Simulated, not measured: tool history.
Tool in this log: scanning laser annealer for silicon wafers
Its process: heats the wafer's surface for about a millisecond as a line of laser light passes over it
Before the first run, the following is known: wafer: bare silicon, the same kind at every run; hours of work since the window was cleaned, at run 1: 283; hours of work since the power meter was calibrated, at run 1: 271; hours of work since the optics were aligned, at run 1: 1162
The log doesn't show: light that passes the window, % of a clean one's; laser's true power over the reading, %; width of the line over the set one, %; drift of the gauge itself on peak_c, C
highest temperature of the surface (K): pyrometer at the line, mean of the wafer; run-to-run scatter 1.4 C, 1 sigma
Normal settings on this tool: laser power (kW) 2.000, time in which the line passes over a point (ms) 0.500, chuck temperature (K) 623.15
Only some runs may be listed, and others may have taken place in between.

| run | hour | laser power (kW) | time in which the line passes over a point (ms) | chuck temperature (K) | hours of work since the window was cleaned | hours of work since the power meter was calibrated | hours of work since the optics were aligned | highest temperature of the surface (K) |
|---|---|---|---|---|---|---|---|---|
| 1 | 0.0 | 2.000 | 0.500 | 623.15 | 283 | 271 | 1162 | 1352.15 |
| 2 | 12.4 | 2.000 | 0.500 | 623.15 | 288 | 277 | 1167 | 1352.15 |
| 3 | 26.6 | 2.000 | 0.500 | 623.15 | 294 | 282 | 1173 | 1352.15 |
| 4 | 40.0 | 2.000 | 0.500 | 623.15 | 300 | 288 | 1178 | 1353.15 |
| 5 | 55.8 | 2.000 | 0.500 | 623.15 | 306 | 295 | 1185 | 1353.15 |
| 6 | 71.0 | 2.000 | 0.500 | 623.15 | 313 | 301 | 1191 | 1353.15 |
| 7 | 82.2 | 2.000 | 0.500 | 623.15 | 317 | 305 | 1196 | 1350.15 |
| 8 | 91.8 | 2.164 | 0.500 | 623.15 | 321 | 309 | 1200 | 1408.15 |
| 9 | 106.1 | 2.164 | 0.500 | 623.15 | 327 | 315 | 1205 | 1406.15 |
| 10 | 117.8 | 2.164 | 0.500 | 623.15 | 332 | 320 | 1210 | 1407.15 |
| 11 | 125.5 | 2.164 | 0.500 | 623.15 | 335 | 323 | 1213 | 1406.15 |
| 12 | 134.5 | 2.000 | 0.500 | 623.15 | 339 | 327 | 1217 | 1352.15 |
| 13 | 149.8 | 2.000 | 0.542 | 661.15 | 345 | 333 | 1223 | 1422.15 |
|  | 154.0 | laser's power meter calibrated |
| 14 | 159.9 | 1.799 | 0.542 | 583.15 | 348 | 2 | 1226 | 1270.15 |
| 15 | 174.7 | 1.799 | 0.542 | 583.15 | 354 | 9 | 1233 | 1270.15 |
| 16 | 182.6 | 1.980 | 0.375 | 623.15 | 357 | 12 | 1236 | 1249.15 |
| 17 | 196.8 | 2.000 | 0.381 | 583.15 | 363 | 18 | 1242 | 1220.15 |
| 18 | 207.7 | 1.890 | 0.356 | 622.15 | 368 | 22 | 1246 | 1206.15 |

Run 19 has not been measured yet. What should we expect?
|  | 219.5 | laser's power meter calibrated, once more |
| 19 | 224.8 | 1.890 | 0.356 | 622.15 | 374 | 2 | 1252 | ? |

highest temperature of the surface (K): 1203.15
Were there no unlogged condition in the tool, this run, its random variation unchanged, would have produced highest temperature of the surface (K) 1213.15.
